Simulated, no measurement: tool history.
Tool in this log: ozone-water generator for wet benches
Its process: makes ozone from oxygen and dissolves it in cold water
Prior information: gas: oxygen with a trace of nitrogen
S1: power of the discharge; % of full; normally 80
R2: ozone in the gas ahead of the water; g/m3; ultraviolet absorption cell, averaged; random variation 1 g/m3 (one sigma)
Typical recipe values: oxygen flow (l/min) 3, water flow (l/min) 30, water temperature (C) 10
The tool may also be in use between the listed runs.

Run 1, day 0: usual settings. Result: dissolved ozone (ppm) 9.4, R2 183.8 g/m3.
Run 2, day 6: usual settings but S1 76 % of full. Result: dissolved ozone (ppm) 8.9, R2 177.7 g/m3.
Run 3, day 14.517: usual settings but S1 76 % of full. Result: dissolved ozone (ppm) 8.8, R2 175.6 g/m3.
Run 4, day 19.683: usual settings but S1 76 % of full. Result: dissolved ozone (ppm) 9.1, R2 173.7 g/m3.
At day 27.983: contactor cleaned.
Run 5, day 28.454: usual settings but S1 76 % of full. Result: dissolved ozone (ppm) 8.8, R2 174.5 g/m3.
Run 6, day 35.333: usual settings but water flow (l/min) 33. Result: dissolved ozone (ppm) 8.4, R2 181.7 g/m3.
Run 7, day 40.404: usual settings but water flow (l/min) 33. Result: dissolved ozone (ppm) 8.4, R2 182.5 g/m3.
Run 8, day 45.979: usual settings but oxygen flow (l/min) 3.31. Result: dissolved ozone (ppm) 9.4, R2 173.1 g/m3.
Run 9, day 50.917: usual settings but oxygen flow (l/min) 3.31. Result: dissolved ozone (ppm) 9.6, R2 172.2 g/m3.
Run 10, day 58.417: usual settings but oxygen flow (l/min) 3.31. Result: dissolved ozone (ppm) 9.5, R2 174.7 g/m3.
Run 11, day 66.621: usual settings but water temperature (C) 14. Result: dissolved ozone (ppm) 9, R2 181.6 g/m3.
Run 12, day 72.667: usual settings but S1 58 % of full. Result: dissolved ozone (ppm) 7.1, R2 138.4 g/m3.
Run 13, day 78.35: usual settings but S1 58 % of full, oxygen flow (l/min) 3.41, water flow (l/min) 23. Result: dissolved ozone (ppm) 10, R2 130.9 g/m3.
Run 14, day 87.25: usual settings but S1 65 % of full, oxygen flow (l/min) 3.41, water flow (l/min) 23, water temperature (C) 16. Result: dissolved ozone (ppm) 10.3, R2 143.1 g/m3.
Run 15, day 91.804: usual settings but S1 93 % of full, oxygen flow (l/min) 2.26, water flow (l/min) 35. Result: dissolved ozone (ppm) 7.9, R2 233.7 g/m3.
Run 16, day 96.192: usual settings but S1 66 % of full. Result: dissolved ozone (ppm) 8, R2 153.1 g/m3.
Run 17, day 100.025: usual settings but S1 43 % of full, oxygen flow (l/min) 2.21, water temperature (C) 15. Result: dissolved ozone (ppm) 4.9, R2 125.5 g/m3.
Run 18, day 107.921: usual settings but S1 43 % of full, oxygen flow (l/min) 2.21, water temperature (C) 15. Result: dissolved ozone (ppm) 5, R2 125.7 g/m3.
Run 19, day 116.55: usual settings but S1 43 % of full, oxygen flow (l/min) 2.21, water temperature (C) 15. Result: dissolved ozone (ppm) 5, R2 124.6 g/m3.
Run 20, day 124.329: usual settings but S1 53 % of full, oxygen flow (l/min) 2.21, water flow (l/min) 47, water temperature (C) 12. Result: dissolved ozone (ppm) 3.3, R2 148.6 g/m3.
At day 130.596: contactor cleaned.
Run 21, day 132.975: usual settings but S1 53 % of full, oxygen flow (l/min) 2.21, water flow (l/min) 47, water temperature (C) 12. Result: dissolved ozone (ppm) 3.3, R2 149 g/m3.
Run 22, day 137.412: usual settings but S1 59 % of full, oxygen flow (l/min) 4.62, water flow (l/min) 24, water temperature (C) 8. Result: dissolved ozone (ppm) 10.4, R2 113.3 g/m3.
At day 138.079: water thermometer calibrated.
Run 23, day 141.833: usual settings but S1 59 % of full, oxygen flow (l/min) 4.62, water flow (l/min) 24, water temperature (C) 8. Result: dissolved ozone (ppm) 10.4, R2 114 g/m3.

Here are 5 independent what-if runs from the current tool condition. What would each one return?
At day 146.079: gauge calibrated.
Run A, day 148.275: usual settings but S1 71 % of full, oxygen flow (l/min) 1.9, water flow (l/min) 21, water temperature (C) 8. Result: dissolved ozone (ppm) ?, R2 ?.
At day 146.079: gauge calibrated.
Run B, day 148.275: usual settings but S1 51 % of full, oxygen flow (l/min) 1.67, water flow (l/min) 32, water temperature (C) 8. Result: dissolved ozone (ppm) ?, R2 ?.
At day 146.079: gauge calibrated.
Run C, day 148.275: usual settings but S1 59 % of full. Result: dissolved ozone (ppm) ?, R2 ?.
At day 146.079: gauge calibrated.
Run D, day 148.275: usual settings but S1 47 % of full, oxygen flow (l/min) 3.68, water flow (l/min) 37. Result: dissolved ozone (ppm) ?, R2 ?.
At day 146.079: gauge calibrated.
Run E, day 148.275: usual settings but S1 44 % of full, oxygen flow (l/min) 4.62, water flow (l/min) 24, water temperature (C) 8. Result: dissolved ozone (ppm) ?, R2 ?.

run  dissolved ozone (ppm)     R2
  A                   11.1  206.4
  B                    4.9  169.9
  C                    7.2  141.5
  D                      5  107.6
  E                    8.2   91.2
What these runs would have given with no unlogged condition in the tool:
run  dissolved ozone (ppm)     R2
  A                   11.1  207.2
  B                    4.9  170.3
  C                    7.2  141.9
  D                      5  107.9
  E                    8.2   91.4
